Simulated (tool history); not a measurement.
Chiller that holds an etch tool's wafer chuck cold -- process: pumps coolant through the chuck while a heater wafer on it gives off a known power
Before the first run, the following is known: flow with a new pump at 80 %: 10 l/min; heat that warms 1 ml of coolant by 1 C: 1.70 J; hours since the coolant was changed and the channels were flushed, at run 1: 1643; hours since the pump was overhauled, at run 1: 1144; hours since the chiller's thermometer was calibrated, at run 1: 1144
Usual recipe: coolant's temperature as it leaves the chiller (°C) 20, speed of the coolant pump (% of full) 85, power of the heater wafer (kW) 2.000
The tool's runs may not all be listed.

run,day,coolant's temperature as it leaves the chiller (°C),speed of the coolant pump (% of full),power of the heater wafer (kW),hours since the coolant was changed and the channels were flushed,hours since the pump was overhauled,hours since the chiller's thermometer was calibrated,chuck's temperature once it has settled (°C),how much warmer the coolant comes back (C)
1,0.000,20,85,2.000,1643,1144,1144,34.2,6.85
2,1.692,20,85,2.000,1683,1184,1184,34.1,6.92
3,2.771,20,85,1.013,1709,1210,1210,27.1,3.46
4,3.992,20,85,2.000,1738,1240,1240,34.2,6.83
5,5.183,20,85,2.000,1767,1268,1268,34.4,6.86
6,6.108,20,67,2.000,1789,1290,1290,37.5,8.84
7,7.379,20,67,2.000,1820,1321,1321,37.6,8.85
8,8.412,20,67,2.000,1844,1346,1346,37.7,8.84
9,9.342,27,67,1.670,1867,1368,1368,41.9,7.42
10,10.446,20,85,2.310,1893,1394,1394,36.7,8.00
11,11.921,22,85,2.000,1929,1430,1430,36.4,6.86
12,13.296,22,85,2.000,1962,1463,1463,36.4,6.86
13,14.450,29,85,2.000,1989,1491,1491,43.3,6.93
14,15.792,29,85,2.000,2022,1523,1523,43.6,6.86
15,16.858,11,60,2.000,2047,1548,1548,30.8,10.05
16,18.296,11,60,2.000,2082,1583,1583,30.8,10.12

Below are 3 alternative next runs, each starting from the tool's condition after run 16. Predict each:
A,19.779,11,60,2.136,2117,1619,1619,?,?
B,19.779,13,85,1.188,2117,1619,1619,?,?
C,19.779,17,94,2.000,2117,1619,1619,?,?

run,chuck's temperature once it has settled (°C),how much warmer the coolant comes back (C)
A,32.2,10.76
B,21.8,4.13
C,30.3,6.20
The same runs, with their run-to-run variation unchanged, on a tool lacking any hidden condition would have given:
run,chuck's temperature once it has settled (°C),how much warmer the coolant comes back (C)
A,29.7,10.30
B,20.6,3.95
C,28.6,5.94

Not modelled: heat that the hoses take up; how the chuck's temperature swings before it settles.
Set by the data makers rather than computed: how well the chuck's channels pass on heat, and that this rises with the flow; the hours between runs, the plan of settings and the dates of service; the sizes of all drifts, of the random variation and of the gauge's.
